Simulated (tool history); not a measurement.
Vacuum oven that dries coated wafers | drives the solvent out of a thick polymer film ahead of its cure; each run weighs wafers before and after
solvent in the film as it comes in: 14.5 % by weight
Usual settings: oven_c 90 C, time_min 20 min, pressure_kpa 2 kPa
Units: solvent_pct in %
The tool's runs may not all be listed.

Run 1, hour 0: usual settings. Result: solvent_pct 4.094 %.
Run 2, hour 15: usual settings. Result: solvent_pct 4.08 %.
Run 3, hour 39: usual settings. Result: solvent_pct 4.085 %.
Run 4, hour 69.5: usual settings. Result: solvent_pct 4.086 %.
At hour 80.5: oven's thermocouples calibrated.
Run 5, hour 91.6: usual settings. Result: solvent_pct 4.366 %.
Run 6, hour 115.2: usual settings. Result: solvent_pct 4.37 %.
Run 7, hour 133.1: usual settings but pressure_kpa 1.19 kPa. Result: solvent_pct 3.78 %.
Run 8, hour 159.7: usual settings but pressure_kpa 1.19 kPa. Result: solvent_pct 3.782 %.
Run 9, hour 182.6: usual settings but pressure_kpa 1.19 kPa. Result: solvent_pct 3.78 %.
Run 10, hour 209.8: usual settings but pressure_kpa 1.19 kPa. Result: solvent_pct 3.776 %.
Run 11, hour 233.7: usual settings but pressure_kpa 7.81 kPa. Result: solvent_pct 8.596 %.
Run 12, hour 249.7: usual settings but time_min 15 min, pressure_kpa 7.81 kPa. Result: solvent_pct 9.182 %.
Run 13, hour 273.6: usual settings but oven_c 77 C, time_min 13 min, pressure_kpa 3.29 kPa. Result: solvent_pct 9.816 %.
Run 14, hour 296.9: usual settings but oven_c 92 C, time_min 14 min, pressure_kpa 6.34 kPa. Result: solvent_pct 7.858 %.
Run 15, hour 314.3: usual settings but oven_c 98 C, time_min 17 min, pressure_kpa 6.34 kPa. Result: solvent_pct 5.728 %.
Run 16, hour 333.2: usual settings but oven_c 103 C, time_min 11 min, pressure_kpa 3.24 kPa. Result: solvent_pct 4.316 %.
Run 17, hour 357.8: usual settings but oven_c 103 C, time_min 11 min, pressure_kpa 3.24 kPa. Result: solvent_pct 4.302 %.
Run 18, hour 386: usual settings but oven_c 80 C, time_min 34 min, pressure_kpa 3.24 kPa. Result: solvent_pct 6.309 %.
Run 19, hour 414.8: usual settings but oven_c 80 C, time_min 34 min, pressure_kpa 3.24 kPa. Result: solvent_pct 6.303 %.
Run 20, hour 449.1: usual settings but oven_c 87 C, time_min 36 min, pressure_kpa 3.84 kPa. Result: solvent_pct 4.918 %.
Run 21, hour 470.3: usual settings but oven_c 99 C, time_min 12 min, pressure_kpa 2.77 kPa. Result: solvent_pct 4.633 %.
Run 22, hour 494.8: usual settings but oven_c 99 C, time_min 22 min, pressure_kpa 2.77 kPa. Result: solvent_pct 2.802 %.
Run 23, hour 525.4: usual settings but oven_c 99 C, time_min 22 min, pressure_kpa 4.53 kPa. Result: solvent_pct 3.854 %.

Forecast each of these 3 alternatives for the next run:
Run A, hour 548.8: usual settings but oven_c 99 C, time_min 22 min, pressure_kpa 2.98 kPa. Result: solvent_pct ?.
Run B, hour 548.8: usual settings but oven_c 99 C, time_min 33 min, pressure_kpa 1.24 kPa. Result: solvent_pct ?.
Run C, hour 548.8: usual settings but oven_c 99 C, time_min 36 min, pressure_kpa 2.89 kPa. Result: solvent_pct ?.

run  solvent_pct
  A        2.904
  B        1.176
  C         2.13
Without the tool's hidden state the same runs would have given:
run  solvent_pct
  A         2.91
  B        1.142
  C        2.105
